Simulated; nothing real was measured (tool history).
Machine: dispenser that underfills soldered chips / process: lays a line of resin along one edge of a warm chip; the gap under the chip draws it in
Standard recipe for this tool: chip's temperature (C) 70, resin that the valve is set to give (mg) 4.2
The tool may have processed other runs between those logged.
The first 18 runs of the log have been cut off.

| run | day | chip's temperature (C) | resin that the valve is set to give (mg) | hours of work since the syringe was changed | hours of work since the valve was cleaned | hours of work since the stage was calibrated | time until the resin shows at the far edge (s) | resin that the valve gave (mg) |
|---|---|---|---|---|---|---|---|---|
|  | 4.225 | new syringe of resin |
| 19 | 4.454 | 65 | 3.91 | 4 | 49 | 117 | 16.9 | 3.89 |
|  | 4.712 | new syringe of resin |
| 20 | 4.721 | 76 | 3.86 | 0 | 54 | 122 | 9.5 | 3.8 |
| 21 | 5.038 | 76 | 3.86 | 6 | 59 | 128 | 11.7 | 3.77 |
|  | 5.192 | new syringe of resin |
| 22 | 5.408 | 80 | 4.12 | 4 | 66 | 134 | 8.9 | 4.04 |
| 23 | 5.642 | 56 | 4.05 | 8 | 70 | 139 | 29.3 | 3.93 |
|  | 5.675 | new syringe of resin |
| 24 | 5.821 | 72 | 4.74 | 3 | 73 | 142 | 11.1 | 4.65 |
|  | 5.921 | dispensing valve cleaned and set on the balance |
|  | 6.2 | new syringe of resin |
| 25 | 6.217 | 79 | 4.29 | 0 | 5 | 148 | 6.8 | 4.3 |
| 26 | 6.375 | 79 | 4.29 | 3 | 8 | 151 | 9.2 | 4.29 |
| 27 | 6.583 | 81 | 4.32 | 7 | 12 | 155 | 8.9 | 4.29 |
|  | 6.712 | new syringe of resin |
| 28 | 6.775 | 57 | 4.96 | 1 | 15 | 158 | 20 | 4.91 |
| 29 | 7.062 | 71 | 3.62 | 6 | 20 | 163 | 14.3 | 3.6 |
|  | 7.196 | new syringe of resin |
| 30 | 7.275 | 71 | 3.62 | 1 | 24 | 167 | 11.3 | 3.55 |
| 31 | 7.454 | 71 | 3.62 | 5 | 27 | 170 | 13.3 | 3.57 |
|  | 7.679 | new syringe of resin |
| 32 | 7.7 | 71 | 3.62 | 0 | 31 | 174 | 11.3 | 3.59 |
| 33 | 7.988 | 82 | 3.67 | 6 | 37 | 179 | 9 | 3.64 |
|  | 8.179 | new syringe of resin |
| 34 | 8.246 | 82 | 3.67 | 1 | 41 | 184 | 7.2 | 3.64 |
| 35 | 8.529 | 75 | 5.22 | 6 | 46 | 189 | 11.2 | 5.13 |

Each row is a separate what-if for the run after 35, all from the same tool condition, not one after another. Results?
|  | 8.679 | new syringe of resin |
| A | 8.825 | 76 | 4.32 | 3 | 51 | 194 | ? | ? |
|  | 8.679 | new syringe of resin |
| B | 8.825 | 59 | 4.78 | 3 | 51 | 194 | ? | ? |
|  | 8.679 | new syringe of resin |
| C | 8.825 | 72 | 4.37 | 3 | 51 | 194 | ? | ? |
|  | 8.679 | new syringe of resin |
| D | 8.825 | 61 | 4.16 | 3 | 51 | 194 | ? | ? |
|  | 8.679 | new syringe of resin |
| E | 8.825 | 75 | 4.76 | 3 | 51 | 194 | ? | ? |

| run | time until the resin shows at the far edge (s) | resin that the valve gave (mg) |
|---|---|---|
| A | 9.4 | 4.22 |
| B | 19.8 | 4.67 |
| C | 11.8 | 4.27 |
| D | 18.5 | 4.07 |
| E | 10.1 | 4.67 |
With no hidden state in the tool, these same runs would have given:
| run | time until the resin shows at the far edge (s) | resin that the valve gave (mg) |
|---|---|---|
| A | 8.6 | 4.31 |
| B | 18.2 | 4.76 |
| C | 10.8 | 4.35 |
| D | 16.9 | 4.15 |
| E | 9.3 | 4.76 |
